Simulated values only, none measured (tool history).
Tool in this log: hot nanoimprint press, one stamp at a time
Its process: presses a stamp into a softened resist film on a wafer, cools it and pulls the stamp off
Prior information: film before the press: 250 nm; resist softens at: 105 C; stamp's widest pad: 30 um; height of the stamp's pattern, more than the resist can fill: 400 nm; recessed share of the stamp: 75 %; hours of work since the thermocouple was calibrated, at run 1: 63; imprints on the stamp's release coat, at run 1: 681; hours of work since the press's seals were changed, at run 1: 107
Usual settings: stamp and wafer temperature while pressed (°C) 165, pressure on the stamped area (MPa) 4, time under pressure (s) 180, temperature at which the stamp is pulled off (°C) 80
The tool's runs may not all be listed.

run    hour  stamp and wafer temperature while pressed (°C)  pressure on the stamped area (MPa)  time under pressure (s)  temperature at which the stamp is pulled off (°C)  hours of work since the thermocouple was calibrated  imprints on the stamp's release coat  hours of work since the press's seals were changed  resist left under the stamp's widest pad (Å)  greatest force while the stamp is pulled off (N)
  1       0                                             165                                   4                      180                                                 80                                                   63                                   681                                                 107                                          1007                                               120
  2    30.7                                             165                                   4                      160                                                 80                                                   82                                   741                                                 127                                          1053                                               120
  3    76.1                                             165                                   4                      160                                                 80                                                  111                                   830                                                 155                                          1044                                               125
  4   118.4                                             165                                   4                      160                                                 80                                                  138                                   913                                                 182                                          1049                                               128
  5   155.3                                             165                                   4                      180                                                 80                                                  161                                   985                                                 205                                          1001                                               129
  6   197.6                                             165                                   4                      180                                                 80                                                  188                                  1068                                                 232                                           996                                               136
  7   253.5                                             165                                   4                      180                                                 80                                                  223                                  1178                                                 268                                           997                                               132
  8   282.2                                             165                                   4                      180                                                 77                                                  242                                  1234                                                 286                                           992                                               142
  9   315.4                                             165                                   4                      180                                                 77                                                  263                                  1299                                                 307                                           990                                               148
 10   369.9                                             165                                   4                      133                                                 77                                                  297                                  1406                                                 341                                          1107                                               155
      375.8  -- plate thermocouple calibrated
      408.3  -- stamp cleaned and given a new release coat
 11   437.5                                             165                                   4                      180                                                 78                                                   35                                    57                                                 378                                           969                                               106
 12   490.9                                             165                                   4                      319                                                 78                                                   69                                   162                                                 412                                           786                                               105
 13   556.8                                             165                                   4                      319                                                 86                                                  111                                   291                                                 454                                           793                                                88
      613.4  -- plate thermocouple calibrated, once more
 14   619.6                                             165                                   4                      180                                                 80                                                    4                                   408                                                 492                                          1037                                               114
 15   678.6                                             165                                   4                      180                                                 80                                                   41                                   524                                                 529                                          1028                                               121
 16   735.2                                             176                                   4                      184                                                 80                                                   77                                   635                                                 565                                           682                                               118
 17   780.8                                             165                                 2.9                      180                                                 79                                                  106                                   724                                                 594                                          1201                                               128
 18   821.3                                             171                                4.76                      300                                                 87                                                  132                                   804                                                 620                                           613                                               104
 19   880.5                                             158                                4.61                      180                                                 76                                                  169                                   920                                                 657                                          1262                                               140
 20   921.9                                             158                                3.75                      332                                                 83                                                  195                                  1001                                                 683                                          1133                                               124
 21   985.8                                             165                                   4                      136                                                 66                                                  236                                  1126                                                 724                                          1128                                               181
 22  1016.1                                             165                                   4                      218                                                 86                                                  255                                  1186                                                 743                                           958                                               116
 23  1049.2                                             165                                   4                      218                                                 86                                                  276                                  1250                                                 764                                           951                                               118
 24  1083.1                                             165                                6.09                      195                                                 77                                                  297                                  1317                                                 785                                           793                                               149
 25    1128                                             157                                2.43                      178                                                 77                                                  326                                  1405                                                 814                                          1701                                               154
     1167.5  -- stamp cleaned and given a new release coat
 26    1170                                             157                                2.43                      178                                                 77                                                  349                                     4                                                 836                                          1700                                               107
     1207.1  -- plate thermocouple calibrated
 27  1216.3                                             165                                4.14                      180                                                 80                                                    6                                    89                                                 864                                          1031                                               101
 28  1244.8                                             154                                3.21                      180                                                 80                                                   24                                   145                                                 882                                          1727                                               103
 29    1298                                             169                                3.01                      327                                                 87                                                   58                                   249                                                 916                                           830                                                90

How the hidden state differs across the entries between the runs, from the last listed run before each to the first after it:
Run 10 -> run 11: plate thermocouple calibrated (hour 375.8); stamp cleaned and given a new release coat (hour 408.3)
  true temperature over the reading, C: 0.91 -> 1.36; pressure that arrives at the usual setting, %: 97.26 -> 97.04; grip of the stamp's worn release coat, % over a new coat's: 45.7 -> 1.7
  measured less the result without the state, resist left under the stamp's widest pad (Å): -22 -> -37; greatest force while the stamp is pulled off (N): +46 -> -2
Run 13 -> run 14: plate thermocouple calibrated, once more (hour 613.4)
  true temperature over the reading, C: 1.54 -> -0.12; pressure that arrives at the usual setting, %: 96.55 -> 96.31; grip of the stamp's worn release coat, % over a new coat's: 9 -> 12.7
  measured less the result without the state, resist left under the stamp's widest pad (Å): -34 -> +25; greatest force while the stamp is pulled off (N): +4 -> +13
Run 25 -> run 26: stamp cleaned and given a new release coat (hour 1167.5)
  true temperature over the reading, C: 0.68 -> 0.74; pressure that arrives at the usual setting, %: 94.31 -> 94.17; grip of the stamp's worn release coat, % over a new coat's: 45.7 -> 0.1
  measured less the result without the state, resist left under the stamp's widest pad (Å): -13 -> -16; greatest force while the stamp is pulled off (N): +47 -> -2
Run 26 -> run 27: plate thermocouple calibrated (hour 1207.1)
  true temperature over the reading, C: 0.74 -> -0.04; pressure that arrives at the usual setting, %: 94.17 -> 94.01; grip of the stamp's worn release coat, % over a new coat's: 0.1 -> 2.7
  measured less the result without the state, resist left under the stamp's widest pad (Å): -16 -> +36; greatest force while the stamp is pulled off (N): -2 -> +2
